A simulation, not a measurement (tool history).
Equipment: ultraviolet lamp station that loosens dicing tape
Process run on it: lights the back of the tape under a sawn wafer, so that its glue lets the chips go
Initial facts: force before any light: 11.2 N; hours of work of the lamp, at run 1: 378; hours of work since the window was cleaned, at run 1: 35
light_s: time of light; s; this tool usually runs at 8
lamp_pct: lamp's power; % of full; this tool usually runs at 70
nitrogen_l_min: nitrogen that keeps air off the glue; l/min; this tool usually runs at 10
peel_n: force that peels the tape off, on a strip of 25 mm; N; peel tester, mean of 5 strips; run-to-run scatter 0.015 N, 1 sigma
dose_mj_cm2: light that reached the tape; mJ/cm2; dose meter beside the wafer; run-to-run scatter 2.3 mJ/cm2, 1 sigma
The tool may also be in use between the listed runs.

run    day  light_s  lamp_pct  nitrogen_l_min  hours of work of the lamp  hours of work since the window was cleaned  peel_n  dose_mj_cm2
  1      0        8        70              10                        378                                          35   0.951          215
  2  0.758        8        82              10                        387                                          43   0.679          248
  3  1.912        8        82              10                        400                                          56   0.671          252
  4  2.638        7        70              10                        408                                          64   1.307          186
  5  3.438        8        70              10                        417                                          73   0.975          211
  6  4.254        8        70              10                        426                                          82   1.002          205
  7  5.317        8        70              11                        438                                          94   0.967          211
     5.429  -- window cleaned of glue's vapour
  8  5.838        7        86              10                        443                                           5   0.922          218
  9  6.825        7        99              11                        454                                          16   0.598          247

Run 10, settings as shown, results not yet in. Your forecast:
 10  7.888        6        76              12                        466                                          27       ?            ?

Logged for run 10: peel_n 1.488 N, dose_mj_cm2 159 mJ/cm2.
Minus the tool's unlogged condition, the same run would have read peel_n 0.968 N, dose_mj_cm2 196 mJ/cm2.
